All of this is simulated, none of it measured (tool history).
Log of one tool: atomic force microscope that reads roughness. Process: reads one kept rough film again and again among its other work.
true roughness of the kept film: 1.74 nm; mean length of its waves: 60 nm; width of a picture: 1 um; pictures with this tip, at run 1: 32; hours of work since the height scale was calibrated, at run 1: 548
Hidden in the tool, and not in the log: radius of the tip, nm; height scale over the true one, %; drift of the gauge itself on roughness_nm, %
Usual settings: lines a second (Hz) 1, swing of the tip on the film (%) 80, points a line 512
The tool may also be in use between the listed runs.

run,hour,lines a second (Hz),swing of the tip on the film (%),points a line,pictures with this tip,hours of work since the height scale was calibrated,roughness of the kept film (nm (root mean square))
1,0,1,80,512,32,548,1.638
# hour 18.3: new tip fitted
2,24.4,1,80,512,15,566,1.636
3,39.7,1,80,512,52,578,1.639
# hour 50.9: new tip fitted
4,54.3,1,83,512,8,588,1.626
5,77.3,1,83,512,63,606,1.629
# hour 83: new tip fitted
6,98.1,0.83,66,365,36,621,1.683
# hour 114.7: new tip fitted
7,121,1.5,82,437,15,638,1.589
8,136.8,1,57,339,53,650,1.689
# hour 147.4: new tip fitted
9,152.8,3.76,81,339,13,662,1.442
10,171.6,1.1,59,341,58,676,1.684

How the hidden state differs across the entries between the runs, from the last listed run before each to the first after it:
Between runs 1 and 2: new tip fitted (hour 18.3)
  radius of the tip, nm: 7.4 -> 7.2
Between runs 3 and 4: new tip fitted (hour 50.9)
  radius of the tip, nm: 7.6 -> 7.1
Between runs 5 and 6: new tip fitted (hour 83)
  radius of the tip, nm: 7.7 -> 7.4
Between runs 6 and 7: new tip fitted (hour 114.7)
  radius of the tip, nm: 7.4 -> 7.2
Between runs 8 and 9: new tip fitted (hour 147.4)
  radius of the tip, nm: 7.6 -> 7.2
